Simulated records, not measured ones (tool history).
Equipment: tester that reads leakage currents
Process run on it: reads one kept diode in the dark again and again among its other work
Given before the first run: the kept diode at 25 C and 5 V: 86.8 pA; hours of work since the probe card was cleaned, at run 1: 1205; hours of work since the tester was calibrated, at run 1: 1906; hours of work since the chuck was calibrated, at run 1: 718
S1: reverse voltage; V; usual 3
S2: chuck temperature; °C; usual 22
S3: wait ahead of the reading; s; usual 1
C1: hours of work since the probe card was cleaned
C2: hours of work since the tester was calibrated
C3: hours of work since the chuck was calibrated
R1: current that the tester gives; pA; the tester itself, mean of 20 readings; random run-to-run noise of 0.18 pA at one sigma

| run | day | S1 | S2 | S3 | C1 | C2 | C3 | R1 |
|---|---|---|---|---|---|---|---|---|
| 1 | 0 | 3 | 22 | 1 | 1205 | 1906 | 718 | 60.34 |
| 2 | 0.829 | 1.1 | 22 | 1 | 1218 | 1919 | 731 | 39.24 |
| 3 | 1.983 | 1.1 | 22 | 1 | 1236 | 1937 | 749 | 39.62 |
| 4 | 3.262 | 1.1 | 22 | 1 | 1256 | 1957 | 769 | 39.57 |
| 5 | 4.258 | 3 | 22 | 1 | 1271 | 1973 | 784 | 60.67 |
| 6 | 5.138 | 3 | 22 | 1 | 1285 | 1987 | 798 | 60.77 |
| 7 | 6.217 | 3 | 24 | 1 | 1302 | 2003 | 815 | 70.12 |
| 8 | 7.062 | 3 | 24 | 1 | 1315 | 2017 | 828 | 70.15 |
| 9 | 8.538 | 3 | 24 | 1 | 1338 | 2040 | 851 | 70.7 |
| 10 | 9.608 | 3 | 22 | 4.24 | 1355 | 2056 | 868 | 60.79 |
| 11 | 10.454 | 1.46 | 22 | 4.24 | 1368 | 2070 | 881 | 44.88 |
| 12 | 11.938 | 1.46 | 22 | 4.24 | 1391 | 2093 | 904 | 45.22 |
| 13 | 13.258 | 3 | 22 | 1 | 1412 | 2113 | 925 | 61.32 |
| 14 | 14.204 | 3 | 22 | 1 | 1426 | 2128 | 940 | 61.38 |
| 15 | 15.962 | 3 | 22 | 1 | 1454 | 2156 | 967 | 61.33 |
| 16 | 16.842 | 3 | 22 | 1 | 1468 | 2169 | 981 | 61.71 |
| 17 | 18.192 | 3 | 22 | 1 | 1489 | 2190 | 1002 | 61.32 |
| 18 | 19.988 | 3 | 22 | 1 | 1517 | 2218 | 1030 | 62 |
| 19 | 21.2 | 3 | 22 | 1 | 1536 | 2237 | 1049 | 61.93 |
| 20 | 23.192 | 3 | 22 | 1 | 1567 | 2268 | 1080 | 62.2 |
| 21 | 24.871 | 3 | 22 | 1 | 1593 | 2295 | 1106 | 62.04 |
| 22 | 26.558 | 6.51 | 23 | 0.45 | 1619 | 2321 | 1132 | 94.46 |
| 23 | 28.033 | 15.22 | 22 | 1 | 1642 | 2344 | 1156 | 127.86 |
| 24 | 28.988 | 15.22 | 22 | 7.86 | 1657 | 2359 | 1170 | 126.41 |
| 25 | 30.092 | 15.38 | 33 | 1 | 1674 | 2376 | 1188 | 269.69 |
| 26 | 31.775 | 15.38 | 33 | 1 | 1701 | 2402 | 1214 | 271.45 |

The next listed run, before its measurement:
| 27 | 33.425 | 15.38 | 33 | 1 | 1726 | 2428 | 1240 | ? |

Logged for run 27: R1 269.87 pA.
With the hidden condition absent and the run-to-run variation left alone, this run would have shown R1 243.48 pA.
